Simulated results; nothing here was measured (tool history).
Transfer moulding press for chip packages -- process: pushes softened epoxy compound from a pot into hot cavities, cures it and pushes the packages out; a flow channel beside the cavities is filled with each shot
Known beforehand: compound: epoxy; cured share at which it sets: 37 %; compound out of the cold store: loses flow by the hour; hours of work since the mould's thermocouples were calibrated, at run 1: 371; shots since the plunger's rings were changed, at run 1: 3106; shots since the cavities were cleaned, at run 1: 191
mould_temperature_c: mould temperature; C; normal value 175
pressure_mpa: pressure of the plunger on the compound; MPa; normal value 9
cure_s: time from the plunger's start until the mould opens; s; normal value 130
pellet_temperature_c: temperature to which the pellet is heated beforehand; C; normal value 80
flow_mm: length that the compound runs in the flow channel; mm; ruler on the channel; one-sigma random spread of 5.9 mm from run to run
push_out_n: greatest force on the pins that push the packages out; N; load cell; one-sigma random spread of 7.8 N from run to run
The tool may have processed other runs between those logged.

run,day,mould_temperature_c,pressure_mpa,cure_s,pellet_temperature_c,hours of work since the mould's thermocouples were calibrated,shots since the plunger's rings were changed,shots since the cavities were cleaned,incoming compound's hours out of the cold store,flow_mm,push_out_n
1,0,175,9,130,80,371,3106,191,29.4,571,413
2,2.912,175,9,122,80,409,3643,728,21.2,587,605
3,4.783,175,9,130,80,433,3988,1073,43.7,527,622
# day 5.421: cavities cleaned with cleaning compound and waxed
# day 5.688: mould's thermocouples calibrated
# day 6.192: plunger's sealing rings changed
4,7.204,175,9,130,80,18,187,294,26.5,608,471
5,10.092,175,9,130,80,55,720,827,12.8,635,613
# day 12.05: cavities cleaned with cleaning compound and waxed
6,12.054,175,9,130,80,80,1071,1,32.1,594,336
7,13.688,175,9,130,80,101,1372,302,26.4,616,472
8,16.421,175,9,130,80,136,1876,806,19.4,614,620
# day 18.588: cavities cleaned with cleaning compound and waxed
9,18.767,175,9,130,80,166,2298,33,25.9,586,345
10,20.204,175,9,130,80,184,2563,298,14.8,620,469
11,22.383,175,9,130,80,212,2965,700,17.8,612,600
# day 25.146: cavities cleaned with cleaning compound and waxed
12,25.15,175,9,130,80,247,3464,1,29.3,567,323
13,28.017,175,9,130,80,284,3993,530,31.7,562,540
# day 29.383: plunger's sealing rings changed
14,29.429,175,9,148,80,301,9,771,45.9,557,555
# day 31.75: cavities cleaned with cleaning compound and waxed
15,31.75,175,9,148,80,330,426,0,11.8,639,308
16,34.175,175,10.5,148,80,362,873,447,18.9,660,479
17,37.012,175,10.5,148,80,398,1397,971,42.9,607,571
# day 38.142: cavities cleaned with cleaning compound and waxed
18,38.688,178,7.46,130,80,419,1695,101,11.6,561,374
# day 40.675: mould's thermocouples calibrated
19,40.779,179,9.85,130,80,1,2065,471,35.8,590,482
20,42.817,179,9.85,130,80,28,2441,847,10.9,641,572
# day 44.821: cavities cleaned with cleaning compound and waxed
21,44.975,179,9.85,130,80,55,2828,29,45.3,550,336
22,47.217,173,9.94,130,80,84,3241,442,25.1,618,555
23,50.204,174,9.94,130,70,122,3792,993,46.5,561,655
# day 51.3: cavities cleaned with cleaning compound and waxed
24,51.954,178,9.94,151,70,144,4104,121,13,629,369
# day 52.738: plunger's sealing rings changed
25,54.358,170,9.94,151,70,174,299,545,28.9,643,567
26,55.658,175,9,145,80,190,540,786,47.8,558,545
# day 57.912: cavities cleaned with cleaning compound and waxed
27,58.529,175,8.41,157,81,227,1058,115,32.5,568,388

For some of the steps in flow_mm from one run to the next: how much would appear even if the tool had no hidden state, given the settings, what came in and random variation, and how much remains for the hidden state plus any gauge scatter that the measured result and the result without hidden state don't share?
The tool's hidden condition here consists of: true mould temperature over the reading, C; pressure that reaches the compound, % of what is set; grip of the stained cavities, % over clean ones'; drift of the gauge itself on flow_mm, %; drift of the gauge itself on push_out_n, %.
Run 3 -> 4: cavities cleaned with cleaning compound and waxed, mould's thermocouples calibrated, plunger's sealing rings changed. flow_mm +81 mm: hidden state +41, all else +40.
Run 20 -> 21: cavities cleaned with cleaning compound and waxed. flow_mm -91 mm: hidden state -1, all else -90.
Run 24 -> 25: mould_temperature_c 178 -> 170, plunger's sealing rings changed. flow_mm +14 mm: hidden state +47, all else -33.
Run 25 -> 26: mould_temperature_c 170 -> 175, pressure_mpa 9.94 -> 9, cure_s 151 -> 145, pellet_temperature_c 70 -> 80. flow_mm -85 mm: hidden state -2, all else -83.

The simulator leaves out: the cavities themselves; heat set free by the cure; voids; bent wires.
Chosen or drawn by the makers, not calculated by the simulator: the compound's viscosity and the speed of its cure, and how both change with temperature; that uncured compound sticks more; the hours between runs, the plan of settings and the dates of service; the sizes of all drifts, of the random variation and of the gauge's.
